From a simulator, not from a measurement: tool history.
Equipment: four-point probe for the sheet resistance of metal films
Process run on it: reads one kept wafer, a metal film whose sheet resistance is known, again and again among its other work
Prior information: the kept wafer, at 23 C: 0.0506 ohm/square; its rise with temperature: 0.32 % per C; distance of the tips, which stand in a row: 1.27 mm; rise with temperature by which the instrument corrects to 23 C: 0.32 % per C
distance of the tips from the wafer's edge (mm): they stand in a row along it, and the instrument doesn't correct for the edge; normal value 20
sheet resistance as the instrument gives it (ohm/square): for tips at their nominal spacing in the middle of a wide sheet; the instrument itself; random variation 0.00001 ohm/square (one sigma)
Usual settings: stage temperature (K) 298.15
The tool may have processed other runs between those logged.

run	day	stage temperature (K)	distance of the tips from the wafer's edge (mm)	sheet resistance as the instrument gives it (ohm/square)
1	0.000	298.15	20	0.050477
2	0.583	298.15	20	0.050478
3	1.554	297.15	20	0.050453
4	2.179	297.15	41	0.050371
5	2.892	297.15	41	0.050375
6	4.296	297.15	41	0.050347
7	5.200	298.15	20	0.050464
8	5.946	298.15	20	0.050444
9	7.254	298.15	10	0.050778
10	8.246	298.15	10	0.050781
11	9.662	298.15	40	0.050367
12	10.358	298.15	20	0.050443
13	11.092	296.15	20	0.050414
14	12.496	296.15	20	0.050422
15	13.325	296.15	20	0.050401
16	13.971	306.15	6	0.051511
17	15.254	306.15	6	0.051588
18	16.508	306.15	3	0.054794
19	17.300	306.15	11	0.050746
20	18.162	294.15	27	0.050423
21	19.121	294.15	27	0.050409
22	20.288	292.15	14	0.050574
23	21.000	294.15	48	0.050368
24	21.967	299.15	9	0.050909
25	22.996	296.15	31	0.050388
26	23.925	299.15	62	0.050368
27	25.275	299.15	12	0.050643

Removed from this log: 2 entries logged between the listed runs. Between which two listed runs does each belong, and how does the tool's hidden state at the listed run before it compare with that at the listed run after it?
Between runs 12 and 13: stage's thermometer calibrated (day 10.475)
  inner tips' distance over the nominal, %: -0.399 -> -0.401; wafer's true temperature over the reading, C: -0.34 -> -0.44
  measured value less the no-hidden-state value, sheet resistance as the instrument gives it (ohm/square): -0.000273 -> -0.000292
Between runs 16 and 17: stage's thermometer calibrated, once more (day 15.154)
  inner tips' distance over the nominal, %: -0.409 -> -0.413; tips' flats over new ones', %: 12 -> 13; wafer's true temperature over the reading, C: -0.46 -> -0.02
  measured value less the no-hidden-state value, sheet resistance as the instrument gives it (ohm/square): -0.000303 -> -0.000234

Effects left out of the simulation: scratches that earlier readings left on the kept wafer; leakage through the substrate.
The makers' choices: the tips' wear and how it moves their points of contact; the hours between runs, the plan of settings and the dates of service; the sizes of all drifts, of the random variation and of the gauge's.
